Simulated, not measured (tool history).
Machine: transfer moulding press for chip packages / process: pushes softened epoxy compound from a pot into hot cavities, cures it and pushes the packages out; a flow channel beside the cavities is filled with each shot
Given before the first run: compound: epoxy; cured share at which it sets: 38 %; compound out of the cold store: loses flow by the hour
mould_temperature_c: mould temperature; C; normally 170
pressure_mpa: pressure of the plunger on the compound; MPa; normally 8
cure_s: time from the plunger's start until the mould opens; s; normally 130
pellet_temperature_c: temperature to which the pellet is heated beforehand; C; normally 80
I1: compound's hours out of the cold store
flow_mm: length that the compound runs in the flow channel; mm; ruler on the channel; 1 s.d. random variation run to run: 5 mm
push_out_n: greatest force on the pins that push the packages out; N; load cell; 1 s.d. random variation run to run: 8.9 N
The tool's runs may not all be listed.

Run 1, hour 0.0: usual settings; I1 46.3. Result: flow_mm 443 mm, push_out_n 641 N.
At hour 5.9: cavities cleaned with cleaning compound and waxed.
Run 2, hour 42.6: usual settings but pellet_temperature_c 77 C; I1 12.2. Result: flow_mm 510 mm, push_out_n 576 N.
At hour 111.4: cavities cleaned with cleaning compound and waxed.
Run 3, hour 122.2: usual settings; I1 30.4. Result: flow_mm 455 mm, push_out_n 459 N.
At hour 159.8: plunger's sealing rings changed.
Run 4, hour 166.3: usual settings; I1 42.0. Result: flow_mm 467 mm, push_out_n 552 N.
Run 5, hour 215.8: usual settings; I1 39.6. Result: flow_mm 475 mm, push_out_n 620 N.
At hour 225.4: cavities cleaned with cleaning compound and waxed.
Run 6, hour 307.7: usual settings; I1 19.1. Result: flow_mm 504 mm, push_out_n 636 N.
At hour 331.8: cavities cleaned with cleaning compound and waxed.
Run 7, hour 356.2: usual settings; I1 27.4. Result: flow_mm 480 mm, push_out_n 521 N.
Run 8, hour 427.3: usual settings but cure_s 149 s; I1 22.6. Result: flow_mm 486 mm, push_out_n 574 N.
At hour 436.2: cavities cleaned with cleaning compound and waxed.
At hour 466.3: mould's thermocouples calibrated.
Run 9, hour 504.0: usual settings but cure_s 149 s; I1 46.8. Result: flow_mm 425 mm, push_out_n 550 N.
At hour 547.9: cavities cleaned with cleaning compound and waxed.
Run 10, hour 559.0: usual settings but cure_s 149 s; I1 20.9. Result: flow_mm 484 mm, push_out_n 428 N.

Forecast run 11:
At hour 622.9: plunger's sealing rings changed.
Run 11, hour 639.5: usual settings but cure_s 149 s; I1 9.0. Result: flow_mm ?, push_out_n ?.

{"run 11": {"flow_mm": 550, "push_out_n": 584}}
With the hidden condition absent and the run-to-run variation left alone, this run would have shown flow_mm 552 mm, push_out_n 369 N.

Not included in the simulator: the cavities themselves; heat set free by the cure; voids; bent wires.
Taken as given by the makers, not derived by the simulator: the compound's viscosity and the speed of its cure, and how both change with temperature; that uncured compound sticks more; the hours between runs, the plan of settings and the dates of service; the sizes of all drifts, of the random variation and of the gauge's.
